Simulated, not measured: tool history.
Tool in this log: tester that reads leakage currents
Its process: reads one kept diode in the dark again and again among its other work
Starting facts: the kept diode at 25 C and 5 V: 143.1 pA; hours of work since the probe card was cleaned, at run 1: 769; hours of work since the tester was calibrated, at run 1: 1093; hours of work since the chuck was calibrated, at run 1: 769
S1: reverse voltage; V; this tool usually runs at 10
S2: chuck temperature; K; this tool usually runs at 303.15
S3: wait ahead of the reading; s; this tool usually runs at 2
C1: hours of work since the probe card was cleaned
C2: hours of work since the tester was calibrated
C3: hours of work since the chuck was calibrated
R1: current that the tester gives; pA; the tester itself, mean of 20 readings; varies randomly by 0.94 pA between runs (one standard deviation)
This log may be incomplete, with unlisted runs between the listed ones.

Run 1, hour 0: usual settings; C1 769; C2 1093; C3 769. Result: R1 296.42 pA.
Run 2, hour 134.3: usual settings; C1 866; C2 1189; C3 866. Result: R1 293.15 pA.
Run 3, hour 250.2: usual settings; C1 949; C2 1272; C3 949. Result: R1 292.32 pA.
Run 4, hour 325.3: usual settings but S3 0.98 s; C1 1003; C2 1326; C3 1003. Result: R1 292.54 pA.
Run 5, hour 415.3: usual settings but S3 0.98 s; C1 1067; C2 1391; C3 1067. Result: R1 293.13 pA.
Run 6, hour 493.9: usual settings; C1 1124; C2 1448; C3 1124. Result: R1 289.05 pA.
Run 7, hour 575.2: usual settings; C1 1182; C2 1506; C3 1182. Result: R1 289.83 pA.
Run 8, hour 692.1: usual settings; C1 1266; C2 1590; C3 1266. Result: R1 286.76 pA.
Run 9, hour 769.7: usual settings; C1 1322; C2 1645; C3 1322. Result: R1 286.15 pA.
Run 10, hour 891.8: usual settings; C1 1410; C2 1733; C3 1410. Result: R1 286.99 pA.
Run 11, hour 1018.9: usual settings; C1 1501; C2 1824; C3 1501. Result: R1 284.23 pA.
Run 12, hour 1107.3: usual settings; C1 1564; C2 1888; C3 1564. Result: R1 282.88 pA.
Run 13, hour 1205.3: usual settings; C1 1635; C2 1958; C3 1635. Result: R1 282.18 pA.
Run 14, hour 1337.4: usual settings but S2 315.15 K; C1 1730; C2 2053; C3 1730. Result: R1 674.09 pA.
Run 15, hour 1444.7: usual settings but S2 315.15 K; C1 1807; C2 2130; C3 1807. Result: R1 665.98 pA.
Run 16, hour 1503: usual settings but S2 315.15 K; C1 1849; C2 2172; C3 1849. Result: R1 671.11 pA.
Run 17, hour 1627.3: usual settings but S2 315.15 K; C1 1938; C2 2261; C3 1938. Result: R1 665.41 pA.
At hour 1707.2: chuck's temperature calibrated.
Run 18, hour 1708.3: usual settings but S2 315.15 K; C1 1995; C2 2318; C3 1. Result: R1 765.23 pA.
Run 19, hour 1805.9: usual settings but S1 9.4 V, S2 315.15 K; C1 2065; C2 2388; C3 71. Result: R1 727.97 pA.
Run 20, hour 1927.5: usual settings but S1 9.4 V, S2 315.15 K; C1 2152; C2 2475; C3 158. Result: R1 729.96 pA.
At hour 1936.5: probe card cleaned and baked.
Run 21, hour 2030: usual settings but S1 4.8 V, S3 2.32 s; C1 67; C2 2547; C3 230. Result: R1 208.19 pA.
Run 22, hour 2148.4: usual settings but S1 2.6 V, S2 295.15 K, S3 1.17 s; C1 152; C2 2632; C3 315. Result: R1 78.79 pA.
At hour 2214: probe card cleaned and baked, once more.
Run 23, hour 2265.4: usual settings but S1 2.1 V, S2 308.15 K; C1 37; C2 2714; C3 397. Result: R1 181.7 pA.
Run 24, hour 2340.1: usual settings but S1 1.8 V, S2 313.15 K, S3 0.72 s; C1 91; C2 2767; C3 450. Result: R1 237.85 pA.
Run 25, hour 2455.3: usual settings but S1 1.8 V, S2 313.15 K, S3 0.72 s; C1 173; C2 2850; C3 533. Result: R1 238.17 pA.

Run 26 has not been measured yet. What should we expect?
Run 26, hour 2517.4: usual settings but S1 5.5 V, S2 313.15 K, S3 0.72 s; C1 218; C2 2895; C3 577. Result: R1 ?.

R1: 446.27 pA
The same run, on a tool lacking any hidden state, would have yielded R1 469.22 pA.
